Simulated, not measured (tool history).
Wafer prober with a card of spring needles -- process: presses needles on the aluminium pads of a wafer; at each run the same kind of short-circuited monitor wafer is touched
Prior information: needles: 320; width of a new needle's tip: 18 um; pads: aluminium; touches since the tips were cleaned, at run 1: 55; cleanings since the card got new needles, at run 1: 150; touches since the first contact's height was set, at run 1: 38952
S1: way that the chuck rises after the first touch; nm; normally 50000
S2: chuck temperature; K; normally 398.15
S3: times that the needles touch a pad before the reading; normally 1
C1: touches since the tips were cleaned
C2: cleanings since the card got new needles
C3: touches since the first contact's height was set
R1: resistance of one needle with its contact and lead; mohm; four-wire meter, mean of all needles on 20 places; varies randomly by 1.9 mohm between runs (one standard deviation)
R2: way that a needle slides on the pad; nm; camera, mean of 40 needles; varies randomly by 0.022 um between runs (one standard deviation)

run 1 hour=0 | S1=50000 S2=398.15 S3=1 | C1=55 C2=150 C3=38952 | R1=214 R2=6880
-- hour=16.1 tips cleaned on abrasive film
-- hour=36.1 tips cleaned on abrasive film
-- hour=56.2 tips cleaned on abrasive film
-- hour=76.3 tips cleaned on abrasive film
run 2 hour=90.7 | S1=50000 S2=398.15 S3=1 | C1=3112 C2=154 C3=58485 | R1=308 R2=6800
-- hour=94.8 tips cleaned on abrasive film
-- hour=114.8 tips cleaned on abrasive film
-- hour=134.9 tips cleaned on abrasive film
-- hour=151 tips cleaned on abrasive film
-- hour=167.1 tips cleaned on abrasive film
-- hour=185.7 tips cleaned on abrasive film
run 3 hour=185.7 | S1=50000 S2=398.15 S3=1 | C1=0 C2=160 C3=78909 | R1=210 R2=6690
-- hour=205.7 tips cleaned on abrasive film
-- hour=225.8 tips cleaned on abrasive film
run 4 hour=233 | S1=50000 S2=398.15 S3=1 | C1=1554 C2=162 C3=89106 | R1=289 R2=6710
-- hour=245.1 tips cleaned on abrasive film
-- hour=261.2 tips cleaned on abrasive film
-- hour=280.7 tips cleaned on abrasive film
run 5 hour=280.7 | S1=50000 S2=398.15 S3=1 | C1=0 C2=165 C3=99370 | R1=213 R2=6650
-- hour=300.8 tips cleaned on abrasive film
-- hour=320.9 tips cleaned on abrasive film
-- hour=339.4 tips cleaned on abrasive film
run 6 hour=339.4 | S1=50000 S2=398.15 S3=1 | C1=0 C2=168 C3=112009 | R1=216 R2=6620
-- hour=343.7 height of the first contact set anew
-- hour=355.8 tips cleaned on abrasive film
-- hour=375.9 tips cleaned on abrasive film
-- hour=396 tips cleaned on abrasive film
-- hour=416 tips cleaned on abrasive film
-- hour=432.1 tips cleaned on abrasive film
run 7 hour=437.9 | S1=50000 S2=398.15 S3=3 | C1=1262 C2=173 C3=20278 | R1=228 R2=6930
-- hour=450 tips cleaned on abrasive film
-- hour=470.1 tips cleaned on abrasive film
-- hour=486.2 tips cleaned on abrasive film
-- hour=506.3 tips cleaned on abrasive film
-- hour=526.3 tips cleaned on abrasive film
run 8 hour=529.7 | S1=50000 S2=398.15 S3=3 | C1=736 C2=178 C3=40030 | R1=225 R2=6880
-- hour=545.8 tips cleaned on abrasive film
-- hour=561.9 tips cleaned on abrasive film
-- hour=578 tips cleaned on abrasive film
-- hour=598 tips cleaned on abrasive film
run 9 hour=599.7 | S1=50000 S2=398.15 S3=2 | C1=355 C2=182 C3=55078 | R1=224 R2=6810
-- hour=615.8 tips cleaned on abrasive film
-- hour=635.8 tips cleaned on abrasive film
-- hour=651.9 tips cleaned on abrasive film
-- hour=672 tips cleaned on abrasive film
run 10 hour=681.3 | S1=50000 S2=398.15 S3=2 | C1=2010 C2=186 C3=72647 | R1=262 R2=6730
-- hour=689.4 tips cleaned on abrasive film
-- hour=705.4 tips cleaned on abrasive film
-- hour=725.5 tips cleaned on abrasive film
-- hour=745.6 tips cleaned on abrasive film
-- hour=765.7 tips cleaned on abrasive film
run 11 hour=778.9 | S1=50000 S2=398.15 S3=2 | C1=2868 C2=191 C3=93666 | R1=274 R2=6690
-- hour=783 tips cleaned on abrasive film
-- hour=803.1 tips cleaned on abrasive film
-- hour=823.2 tips cleaned on abrasive film
-- hour=843.2 tips cleaned on abrasive film
-- hour=859.3 tips cleaned on abrasive film
run 12 hour=865.5 | S1=50000 S2=304.15 S3=1 | C1=1332 C2=196 C3=112283 | R1=277 R2=6600
-- hour=869.8 height of the first contact set anew
-- hour=877.8 tips cleaned on abrasive film
-- hour=893.9 tips cleaned on abrasive film
-- hour=914 tips cleaned on abrasive film
-- hour=930.1 tips cleaned on abrasive film
run 13 hour=940.1 | S1=50000 S2=304.15 S3=1 | C1=2159 C2=200 C3=15125 | R1=285 R2=6920
-- hour=948.1 tips cleaned on abrasive film
-- hour=968.2 tips cleaned on abrasive film
-- hour=984.3 tips cleaned on abrasive film
-- hour=1000.4 tips cleaned on abrasive film
-- hour=1020.4 tips cleaned on abrasive film
run 14 hour=1025.5 | S1=50000 S2=358.15 S3=2 | C1=1103 C2=205 C3=33514 | R1=241 R2=6910
-- hour=1037.6 tips cleaned on abrasive film
-- hour=1057.7 tips cleaned on abrasive film
-- hour=1077.8 tips cleaned on abrasive film
-- hour=1093.9 tips cleaned on abrasive film
-- hour=1113.9 tips cleaned on abrasive film
run 15 hour=1118.1 | S1=38000 S2=300.15 S3=2 | C1=909 C2=210 C3=53441 | R1=257 R2=5140
-- hour=1130.3 tips cleaned on abrasive film
-- hour=1150.3 tips cleaned on abrasive film
-- hour=1166.4 tips cleaned on abrasive film
-- hour=1186.5 tips cleaned on abrasive film
-- hour=1206.6 tips cleaned on abrasive film
run 16 hour=1215.7 | S1=38000 S2=300.15 S3=2 | C1=1976 C2=215 C3=74443 | R1=308 R2=5050
-- hour=1223.8 tips cleaned on abrasive film
-- hour=1235.8 card fitted with new needles
-- hour=1251.9 tips cleaned on abrasive film
-- hour=1271.9 tips cleaned on abrasive film
-- hour=1288 tips cleaned on abrasive film
run 17 hour=1294.5 | S1=38000 S2=387.15 S3=3 | C1=1403 C2=3 C3=12641 | R1=228 R2=5290
-- hour=1306.6 tips cleaned on abrasive film
-- hour=1326.7 tips cleaned on abrasive film
-- hour=1346.7 tips cleaned on abrasive film
-- hour=1366.8 tips cleaned on abrasive film
run 18 hour=1378.1 | S1=69000 S2=369.15 S3=2 | C1=2442 C2=7 C3=30642 | R1=217 R2=9590
-- hour=1386.2 tips cleaned on abrasive film
-- hour=1402.3 tips cleaned on abrasive film
-- hour=1422.3 tips cleaned on abrasive film
-- hour=1438.4 tips cleaned on abrasive film
-- hour=1458.5 tips cleaned on abrasive film
-- hour=1474.6 tips cleaned on abrasive film
run 19 hour=1476.6 | S1=31000 S2=305.15 S3=1 | C1=435 C2=13 C3=51822 | R1=250 R2=4220
-- hour=1492.7 tips cleaned on abrasive film
-- hour=1508.7 tips cleaned on abrasive film
-- hour=1528.8 tips cleaned on abrasive film
-- hour=1548.9 tips cleaned on abrasive film
-- hour=1569 tips cleaned on abrasive film
run 20 hour=1570.2 | S1=53000 S2=334.15 S3=2 | C1=274 C2=18 C3=71975 | R1=200 R2=7190
-- hour=1586.3 tips cleaned on abrasive film
-- hour=1602.4 tips cleaned on abrasive film
-- hour=1622.4 tips cleaned on abrasive film
-- hour=1638.5 tips cleaned on abrasive film
-- hour=1658.6 tips cleaned on abrasive film
run 21 hour=1668.5 | S1=59000 S2=361.15 S3=3 | C1=2145 C2=23 C3=93136 | R1=208 R2=7940
-- hour=1676.6 tips cleaned on abrasive film
-- hour=1696.7 tips cleaned on abrasive film
run 22 hour=1712.2 | S1=46000 S2=374.15 S3=2 | C1=3360 C2=25 C3=102547 | R1=258 R2=6120
-- hour=1716.3 tips cleaned on abrasive film
-- hour=1736.4 tips cleaned on abrasive film
-- hour=1752.5 tips cleaned on abrasive film
-- hour=1760.7 height of the first contact set anew
run 23 hour=1763.2 | S1=50000 S2=382.15 S3=1 | C1=2268 C2=28 C3=540 | R1=266 R2=6990
-- hour=1771.3 tips cleaned on abrasive film
-- hour=1791.4 tips cleaned on abrasive film
-- hour=1811.5 tips cleaned on abrasive film
run 24 hour=1822.7 | S1=63000 S2=300.15 S3=1 | C1=2427 C2=31 C3=13339 | R1=230 R2=8770
-- hour=1830.8 tips cleaned on abrasive film
-- hour=1850.9 tips cleaned on abrasive film
-- hour=1870.9 tips cleaned on abrasive film
-- hour=1887 tips cleaned on abrasive film
run 25 hour=1897.1 | S1=63000 S2=353.15 S3=2 | C1=2178 C2=35 C3=29347 | R1=214 R2=8750

Alternative continuations, all from the tool just after run 25; predict every row:
-- hour=1905.2 tips cleaned on abrasive film
-- hour=1925.2 tips cleaned on abrasive film
-- hour=1945.3 tips cleaned on abrasive film
-- hour=1965.4 tips cleaned on abrasive film
run A hour=1966.9 | S1=56000 S2=398.15 S3=1 | C1=317 C2=39 C3=44358 | R1=? R2=?
-- hour=1905.2 tips cleaned on abrasive film
-- hour=1925.2 tips cleaned on abrasive film
-- hour=1945.3 tips cleaned on abrasive film
-- hour=1965.4 tips cleaned on abrasive film
run B hour=1966.9 | S1=36000 S2=398.15 S3=1 | C1=317 C2=39 C3=44358 | R1=? R2=?
-- hour=1905.2 tips cleaned on abrasive film
-- hour=1925.2 tips cleaned on abrasive film
-- hour=1945.3 tips cleaned on abrasive film
-- hour=1965.4 tips cleaned on abrasive film
run C hour=1966.9 | S1=39000 S2=302.15 S3=1 | C1=317 C2=39 C3=44358 | R1=? R2=?

run=A R1=216 R2=7660
run=B R1=237 R2=4880
run=C R1=214 R2=5330
With no hidden state in the tool, these same runs would have given:
run=A R1=203 R2=7790
run=B R1=207 R2=5020
run=C R1=185 R2=5470
